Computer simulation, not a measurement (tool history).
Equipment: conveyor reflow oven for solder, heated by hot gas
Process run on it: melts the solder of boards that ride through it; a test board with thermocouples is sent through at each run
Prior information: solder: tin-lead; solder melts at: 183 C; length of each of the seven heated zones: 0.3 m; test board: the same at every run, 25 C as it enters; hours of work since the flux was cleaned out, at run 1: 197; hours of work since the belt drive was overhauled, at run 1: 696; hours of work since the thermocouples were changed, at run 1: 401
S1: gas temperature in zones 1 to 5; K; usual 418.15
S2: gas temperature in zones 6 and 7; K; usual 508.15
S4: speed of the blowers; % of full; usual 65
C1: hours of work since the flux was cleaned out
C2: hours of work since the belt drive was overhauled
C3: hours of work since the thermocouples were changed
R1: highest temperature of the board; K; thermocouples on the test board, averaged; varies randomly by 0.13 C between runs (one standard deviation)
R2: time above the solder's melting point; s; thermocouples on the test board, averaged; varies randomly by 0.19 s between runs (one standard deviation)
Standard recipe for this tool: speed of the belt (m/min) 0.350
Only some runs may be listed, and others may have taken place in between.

{"run": 1, "hour": 0.0, "S1": 418.15, "S2": 508.15, "speed of the belt (m/min)": 0.35, "S4": 65, "C1": 197, "C2": 696, "C3": 401, "R1": 493.95, "R2": 84.7}
{"run": 2, "hour": 37.2, "S1": 419.15, "S2": 508.15, "speed of the belt (m/min)": 0.35, "S4": 65, "C1": 227, "C2": 726, "C3": 430, "R1": 494.15, "R2": 85.3}
{"run": 3, "hour": 80.4, "S1": 419.15, "S2": 508.15, "speed of the belt (m/min)": 0.35, "S4": 65, "C1": 261, "C2": 760, "C3": 464, "R1": 494.25, "R2": 85.3}
{"hour": 117.3, "done": "flux residue cleaned out of gas plates and filters"}
{"run": 4, "hour": 117.3, "S1": 419.15, "S2": 508.15, "speed of the belt (m/min)": 0.35, "S4": 65, "C1": 0, "C2": 785, "C3": 489, "R1": 495.05, "R2": 86.9}
{"run": 5, "hour": 166.3, "S1": 419.15, "S2": 508.15, "speed of the belt (m/min)": 0.35, "S4": 65, "C1": 39, "C2": 823, "C3": 528, "R1": 494.95, "R2": 86.6}
{"run": 6, "hour": 230.8, "S1": 419.15, "S2": 508.15, "speed of the belt (m/min)": 0.35, "S4": 65, "C1": 90, "C2": 874, "C3": 579, "R1": 494.75, "R2": 86.4}
{"run": 7, "hour": 294.3, "S1": 419.15, "S2": 508.15, "speed of the belt (m/min)": 0.35, "S4": 65, "C1": 140, "C2": 924, "C3": 629, "R1": 494.75, "R2": 86.3}
{"run": 8, "hour": 356.1, "S1": 419.15, "S2": 508.15, "speed of the belt (m/min)": 0.35, "S4": 65, "C1": 188, "C2": 973, "C3": 678, "R1": 494.75, "R2": 86.5}
{"run": 9, "hour": 395.9, "S1": 419.15, "S2": 508.15, "speed of the belt (m/min)": 0.35, "S4": 65, "C1": 220, "C2": 1004, "C3": 709, "R1": 494.65, "R2": 86.6}
{"hour": 404.2, "done": "thermocouples of zones 6 and 7 changed"}
{"run": 10, "hour": 436.0, "S1": 419.15, "S2": 508.15, "speed of the belt (m/min)": 0.35, "S4": 65, "C1": 250, "C2": 1034, "C3": 25, "R1": 492.75, "R2": 84.5}
{"hour": 489.3, "done": "flux residue cleaned out of gas plates and filters"}
{"run": 11, "hour": 507.3, "S1": 422.15, "S2": 508.15, "speed of the belt (m/min)": 0.35, "S4": 65, "C1": 14, "C2": 1087, "C3": 77, "R1": 494.45, "R2": 88.5}
{"hour": 558.7, "done": "belt drive overhauled, speed set with a stopwatch"}
{"run": 12, "hour": 568.2, "S1": 422.15, "S2": 508.15, "speed of the belt (m/min)": 0.35, "S4": 65, "C1": 59, "C2": 7, "C3": 122, "R1": 493.85, "R2": 86.2}
{"run": 13, "hour": 622.2, "S1": 422.15, "S2": 508.15, "speed of the belt (m/min)": 0.35, "S4": 65, "C1": 102, "C2": 50, "C3": 165, "R1": 494.05, "R2": 86.1}
{"run": 14, "hour": 677.8, "S1": 418.15, "S2": 508.15, "speed of the belt (m/min)": 0.35, "S4": 62, "C1": 145, "C2": 94, "C3": 209, "R1": 492.55, "R2": 82.4}
{"run": 15, "hour": 750.8, "S1": 418.15, "S2": 508.15, "speed of the belt (m/min)": 0.35, "S4": 62, "C1": 203, "C2": 151, "C3": 266, "R1": 492.15, "R2": 82.5}
{"run": 16, "hour": 800.7, "S1": 429.15, "S2": 513.15, "speed of the belt (m/min)": 0.369, "S4": 65, "C1": 242, "C2": 191, "C3": 306, "R1": 497.55, "R2": 88.6}

For run 17, what comes out?
{"run": 17, "hour": 849.1, "S1": 418.15, "S2": 522.15, "speed of the belt (m/min)": 0.305, "S4": 65, "C1": 281, "C2": 229, "C3": 344, "R1": "?", "R2": "?"}

Run 17 gave R1 509.45 K, R2 110.3 s.
Were there no unlogged condition in the tool, this run, its random variation unchanged, would have produced R1 509.75 K, R2 110.1 s.
